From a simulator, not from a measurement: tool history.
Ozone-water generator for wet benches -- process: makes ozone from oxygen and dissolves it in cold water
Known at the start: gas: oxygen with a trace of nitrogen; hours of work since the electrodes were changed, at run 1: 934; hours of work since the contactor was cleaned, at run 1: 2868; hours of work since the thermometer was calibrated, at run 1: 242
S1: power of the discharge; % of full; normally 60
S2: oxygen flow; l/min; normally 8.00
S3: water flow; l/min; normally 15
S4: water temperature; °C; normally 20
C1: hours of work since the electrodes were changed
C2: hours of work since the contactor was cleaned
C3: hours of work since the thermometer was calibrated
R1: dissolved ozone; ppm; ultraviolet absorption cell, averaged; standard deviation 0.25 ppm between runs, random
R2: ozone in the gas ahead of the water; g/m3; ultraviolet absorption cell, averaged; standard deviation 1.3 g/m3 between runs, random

run 1 day=0.000 | S1=60 S2=8.00 S3=15 S4=20 | C1=934 C2=2868 C3=242 | R1=36.3 R2=232.8
run 2 day=3.871 | S1=60 S2=8.00 S3=15 S4=20 | C1=996 C2=2929 C3=304 | R1=36.4 R2=231.0
run 3 day=6.071 | S1=53 S2=8.00 S3=15 S4=20 | C1=1031 C2=2964 C3=338 | R1=32.2 R2=208.0
run 4 day=9.896 | S1=60 S2=4.21 S3=15 S4=20 | C1=1091 C2=3025 C3=399 | R1=39.4 R2=334.5
run 5 day=11.892 | S1=60 S2=4.21 S3=15 S4=20 | C1=1123 C2=3057 C3=431 | R1=39.5 R2=334.3
run 6 day=15.633 | S1=60 S2=4.21 S3=15 S4=20 | C1=1182 C2=3116 C3=490 | R1=39.6 R2=336.4
run 7 day=19.275 | S1=60 S2=4.21 S3=15 S4=20 | C1=1240 C2=3174 C3=548 | R1=39.8 R2=333.2
run 8 day=22.775 | S1=60 S2=8.00 S3=9 S4=20 | C1=1296 C2=3229 C3=603 | R1=45.4 R2=230.6
run 9 day=25.408 | S1=60 S2=8.00 S3=15 S4=20 | C1=1337 C2=3271 C3=645 | R1=35.5 R2=229.9
run 10 day=29.579 | S1=60 S2=8.00 S3=15 S4=20 | C1=1404 C2=3337 C3=711 | R1=35.6 R2=228.1
run 11 day=31.821 | S1=60 S2=8.00 S3=15 S4=14 | C1=1439 C2=3373 C3=747 | R1=39.7 R2=227.7
run 12 day=35.100 | S1=60 S2=8.00 S3=15 S4=14 | C1=1491 C2=3425 C3=799 | R1=39.4 R2=228.9
run 13 day=37.404 | S1=60 S2=8.00 S3=15 S4=14 | C1=1528 C2=3461 C3=835 | R1=39.9 R2=228.0
-- day=39.817 contactor cleaned
run 14 day=40.250 | S1=63 S2=8.00 S3=15 S4=21 | C1=1570 C2=7 C3=878 | R1=38.0 R2=236.6
run 15 day=42.333 | S1=60 S2=12.18 S3=17 S4=24 | C1=1603 C2=40 C3=911 | R1=28.3 R2=178.9
run 16 day=45.517 | S1=83 S2=14.14 S3=17 S4=13 | C1=1654 C2=90 C3=961 | R1=46.1 R2=219.3
run 17 day=48.362 | S1=60 S2=8.00 S3=12 S4=20 | C1=1699 C2=136 C3=1007 | R1=41.3 R2=228.0
run 18 day=50.375 | S1=60 S2=8.45 S3=12 S4=19 | C1=1731 C2=167 C3=1039 | R1=40.8 R2=216.4
run 19 day=53.246 | S1=60 S2=8.00 S3=13 S4=20 | C1=1776 C2=213 C3=1084 | R1=39.3 R2=226.6
run 20 day=55.375 | S1=50 S2=6.15 S3=9 S4=19 | C1=1810 C2=247 C3=1118 | R1=42.8 R2=224.0
run 21 day=59.338 | S1=50 S2=12.99 S3=16 S4=19 | C1=1873 C2=310 C3=1181 | R1=26.8 R2=146.1
run 22 day=62.846 | S1=49 S2=12.99 S3=20 S4=16 | C1=1929 C2=365 C3=1236 | R1=25.4 R2=143.1
run 23 day=66.150 | S1=60 S2=8.00 S3=15 S4=18 | C1=1981 C2=418 C3=1289 | R1=37.0 R2=224.8
run 24 day=68.075 | S1=73 S2=13.30 S3=10 S4=24 | C1=2012 C2=448 C3=1319 | R1=39.0 R2=201.1
run 25 day=69.912 | S1=43 S2=5.83 S3=10 S4=24 | C1=2041 C2=477 C3=1348 | R1=32.3 R2=202.4

Below are 5 alternative next runs, each starting from the tool's condition after run 25. Predict each:
run A day=73.779 | S1=60 S2=13.38 S3=15 S4=20 | C1=2102 C2=539 C3=1410 | R1=? R2=?
run B day=73.779 | S1=43 S2=5.83 S3=14 S4=20 | C1=2102 C2=539 C3=1410 | R1=? R2=?
run C day=73.779 | S1=80 S2=5.83 S3=13 S4=24 | C1=2102 C2=539 C3=1410 | R1=? R2=?
run D day=73.779 | S1=45 S2=9.06 S3=10 S4=16 | C1=2102 C2=539 C3=1410 | R1=? R2=?
run E day=73.779 | S1=88 S2=4.38 S3=10 S4=24 | C1=2102 C2=539 C3=1410 | R1=? R2=?

run=A R1=30.8 R2=167.9
run=B R1=29.7 R2=201.8
run=C R1=49.1 R2=345.0
run=D R1=35.9 R2=162.4
run=E R1=64.8 R2=443.8
Take away the tool's hidden state, keep each run's random variation, and the runs would have read:
run=A R1=33.3 R2=179.2
run=B R1=31.4 R2=210.5
run=C R1=54.2 R2=375.7
run=D R1=38.0 R2=170.0
run=E R1=71.8 R2=486.4
